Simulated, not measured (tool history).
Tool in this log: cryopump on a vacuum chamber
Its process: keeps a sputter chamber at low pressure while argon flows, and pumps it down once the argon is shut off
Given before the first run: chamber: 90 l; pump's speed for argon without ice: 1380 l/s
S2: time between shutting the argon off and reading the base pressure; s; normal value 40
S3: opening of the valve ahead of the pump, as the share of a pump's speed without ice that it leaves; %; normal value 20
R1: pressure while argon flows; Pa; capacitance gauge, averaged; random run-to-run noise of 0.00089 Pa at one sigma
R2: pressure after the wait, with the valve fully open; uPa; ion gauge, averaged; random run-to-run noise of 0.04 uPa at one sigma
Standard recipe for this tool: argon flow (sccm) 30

Run 1, hour 0: usual settings. Result: R1 0.198 Pa, R2 3.02 uPa.
Run 2, hour 90.1: usual settings. Result: R1 0.2006 Pa, R2 3.05 uPa.
At hour 160.3: pump warmed up, emptied and cooled again.
Run 3, hour 187.9: usual settings but S2 196 s. Result: R1 0.184 Pa, R2 1.09 uPa.
Run 4, hour 274.9: usual settings but S2 196 s. Result: R1 0.1846 Pa, R2 1.14 uPa.
Run 5, hour 332.9: usual settings but S3 30 %. Result: R1 0.1257 Pa, R2 2.84 uPa.
At hour 367.1: leaking fittings of the chamber tightened, without venting.
Run 6, hour 424.3: usual settings but S3 44 %. Result: R1 0.0867 Pa, R2 2.45 uPa.
Run 7, hour 490.7: usual settings but argon flow (sccm) 28. Result: R1 0.1774 Pa, R2 2.39 uPa.
Run 8, hour 530.8: usual settings but argon flow (sccm) 28. Result: R1 0.1763 Pa, R2 2.42 uPa.
Run 9, hour 594.1: usual settings but argon flow (sccm) 28. Result: R1 0.1797 Pa, R2 2.47 uPa.
Run 10, hour 685.8: usual settings but argon flow (sccm) 28. Result: R1 0.1788 Pa, R2 2.48 uPa.
Run 11, hour 780.4: usual settings but argon flow (sccm) 28. Result: R1 0.1829 Pa, R2 2.5 uPa.
Run 12, hour 864.3: usual settings but argon flow (sccm) 46, S2 57 s. Result: R1 0.2996 Pa, R2 1.95 uPa.
Run 13, hour 959.3: usual settings but argon flow (sccm) 46, S2 57 s. Result: R1 0.3028 Pa, R2 1.97 uPa.
At hour 1022.4: pump warmed up, emptied and cooled again.
Run 14, hour 1059.2: usual settings but argon flow (sccm) 46, S2 57 s. Result: R1 0.2834 Pa, R2 1.88 uPa.
Run 15, hour 1123.6: usual settings but argon flow (sccm) 37, S3 19 %. Result: R1 0.2398 Pa, R2 2.5 uPa.
Run 16, hour 1166.9: usual settings but argon flow (sccm) 37, S3 50 %. Result: R1 0.0944 Pa, R2 2.51 uPa.
Run 17, hour 1252.9: usual settings but argon flow (sccm) 19, S2 25 s. Result: R1 0.1172 Pa, R2 3.67 uPa.
Run 18, hour 1297.1: usual settings but argon flow (sccm) 31, S3 18 %. Result: R1 0.2157 Pa, R2 2.53 uPa.
Run 19, hour 1338.4: usual settings but argon flow (sccm) 21, S2 80 s, S3 26 %. Result: R1 0.1025 Pa, R2 1.48 uPa.

Estimate the outcome of run 20 from the log above:
Run 20, hour 1381.4: usual settings but argon flow (sccm) 21, S2 80 s, S3 26 %. Result: R1 ?, R2 ?.

R1: 0.1031 Pa
R2: 1.46 uPa
If the tool had no hidden condition, the same run with the same run-to-run variation would have returned R1 0.0992 Pa, R2 1.25 uPa.

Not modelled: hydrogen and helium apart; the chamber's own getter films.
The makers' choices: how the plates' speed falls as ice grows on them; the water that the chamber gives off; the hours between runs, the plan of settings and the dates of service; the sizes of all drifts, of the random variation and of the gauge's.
